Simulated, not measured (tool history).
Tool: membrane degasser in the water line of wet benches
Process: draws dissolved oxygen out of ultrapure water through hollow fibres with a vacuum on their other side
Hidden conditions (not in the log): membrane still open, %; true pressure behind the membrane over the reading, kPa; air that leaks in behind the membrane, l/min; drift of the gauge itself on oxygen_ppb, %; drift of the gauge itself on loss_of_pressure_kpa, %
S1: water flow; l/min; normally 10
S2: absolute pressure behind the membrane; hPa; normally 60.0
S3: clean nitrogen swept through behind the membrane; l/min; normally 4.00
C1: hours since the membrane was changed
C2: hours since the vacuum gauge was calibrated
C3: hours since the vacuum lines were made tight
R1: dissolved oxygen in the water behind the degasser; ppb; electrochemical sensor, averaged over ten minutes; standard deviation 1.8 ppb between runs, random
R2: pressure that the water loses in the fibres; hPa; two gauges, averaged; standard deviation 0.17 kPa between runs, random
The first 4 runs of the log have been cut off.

run    hour  S1    S2    S3     C1    C2    C3     R1     R2
  5   680.7  10  60.0  4.00   6585  3988  5756  186.4  281.9
  6   913.2  10  60.0  4.00   6818  4220  5989  185.9  281.8
  7  1080.6  10  60.0  4.00   6985  4388  6156  187.0  280.9
  8  1328.2  10  60.0  4.00   7233  4635  6404  186.3  282.0
  9  1531.9  10  60.0  4.00   7436  4839  6607  188.2  286.1
 10  1657.1   6  60.0  4.00   7562  4964  6733   41.5  172.6
 11  1896.7   6  60.0  4.00   7801  5204  6972   41.5  171.0
 12  2057.9   6  60.0  4.00   7962  5365  7133   40.9  170.8
 13  2195.8   6  60.0  4.00   8100  5503  7271   41.0  170.2
 14  2404.5   6  60.0  4.00   8309  5712  7480   41.3  170.9
 15  2624.9   6  60.0  4.00   8529  5932  7701   41.1  173.4
 16  2768.4   6  60.0  4.00   8673  6075  7844   40.0  170.8
 17  2877.1  10  60.0  2.27   8781  6184  7953  204.6  282.5
 18  3086.0  10  60.0  2.27   8990  6393  8162  198.2  285.3
 19  3213.1  10  71.6  3.63   9117  6520  8289  194.6  287.1
 20  3432.2   8  70.0  4.00   9337  6739  8508  107.9  228.2
 21  3588.3   8  70.0  4.00   9493  6895  8664  109.0  230.2
     3610.0  -- vacuum gauge calibrated
 22  3810.8   8  50.7  4.00   9715   201  8886   97.7  229.7
 23  3950.3   8  50.7  4.00   9854   340  9025   97.4  229.1
 24  4137.4   9  49.8  4.00  10041   527  9212  137.4  257.5
 25  4245.2  10  95.3  1.88  10149   635  9320  254.6  288.2
 26  4489.1  12  53.3  9.35  10393   879  9564  285.7  345.9
 27  4622.0   7  60.0  3.65  10526  1012  9697   70.2  201.0
 28  4735.1   8  60.0  8.57  10639  1125  9810   95.1  228.0
 29  4894.8   8  60.0  5.65  10799  1285  9970  100.9  229.1

What does the tool deliver on the next run?
     4932.6  -- vacuum gauge calibrated, once more
 30  5042.5  10  137.8  3.15  10946  110  10117   ?   ?

R1: 262.2 ppb
R2: 283.9 hPa
Had the tool carried no hidden state, the very same run would have given R1 244.0 ppb, R2 276.9 hPa.
